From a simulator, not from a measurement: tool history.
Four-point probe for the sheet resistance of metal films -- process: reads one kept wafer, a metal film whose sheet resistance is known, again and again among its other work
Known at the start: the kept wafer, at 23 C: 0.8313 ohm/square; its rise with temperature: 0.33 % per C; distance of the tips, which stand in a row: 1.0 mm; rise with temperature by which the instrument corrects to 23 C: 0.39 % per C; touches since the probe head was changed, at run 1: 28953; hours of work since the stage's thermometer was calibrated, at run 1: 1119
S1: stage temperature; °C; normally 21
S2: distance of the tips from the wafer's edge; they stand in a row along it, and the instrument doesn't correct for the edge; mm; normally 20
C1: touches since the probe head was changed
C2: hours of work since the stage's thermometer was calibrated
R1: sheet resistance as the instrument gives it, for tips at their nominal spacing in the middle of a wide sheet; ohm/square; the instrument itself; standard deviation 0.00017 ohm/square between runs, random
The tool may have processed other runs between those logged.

run,hour,S1,S2,C1,C2,R1
1,0,21,20,28953,1119,0.833495
2,13.1,21,3,29347,1128,0.879327
3,25,21,3,29704,1137,0.879373
4,44.9,21,55,30305,1152,0.832809
5,64.3,21,20,30888,1166,0.833781
6,86.3,21,20,31548,1182,0.833386
7,106.6,21,20,32160,1197,0.833441
8,128.7,21,20,32826,1213,0.833211
9,140.9,21,20,33191,1222,0.833605
10,157.1,21,20,33680,1234,0.833335
11,174.1,21,20,34191,1247,0.83337
12,194.5,21,20,34803,1262,0.833697
13,214.5,21,8,35405,1277,0.839228
14,234.9,21,26,36019,1292,0.832938
15,255.4,21,26,36635,1307,0.833257
16,276.1,26,27,37260,1322,0.830398
17,292.7,29,4,37759,1334,0.855298
18,306.2,29,4,38166,1344,0.855343
19,326.9,20,14,38788,1359,0.834931
20,347.5,20,14,39407,1375,0.835507
21,372.7,30,40,40166,1393,0.828073
# hour 387.5: stage's thermometer calibrated
22,395.2,30,40,40828,6,0.827824
23,408.9,30,40,41239,16,0.828309
24,431.1,24,39,41908,32,0.831322
25,456.9,24,39,42683,51,0.831101
26,480.5,21,35,43394,68,0.832908
27,498.1,19,23,43922,81,0.834135
28,511.7,24,12,44332,91,0.834001
29,525.9,32,21,44758,102,0.828119

Consider 4 possible next runs. They are alternatives, not a sequence: every one starts from the tool as it was left by run 29. What does each give?
A,536.4,32,17,45074,110,?
B,536.4,34,3,45074,110,?
C,536.4,19,15,45074,110,?
D,536.4,22,8,45074,110,?

run,R1
A,0.828381
B,0.87222
C,0.835582
D,0.839015
The same runs, with their run-to-run variation unchanged, on a tool lacking any hidden condition would have given:
run,R1
A,0.828334
B,0.872171
C,0.835534
D,0.838967

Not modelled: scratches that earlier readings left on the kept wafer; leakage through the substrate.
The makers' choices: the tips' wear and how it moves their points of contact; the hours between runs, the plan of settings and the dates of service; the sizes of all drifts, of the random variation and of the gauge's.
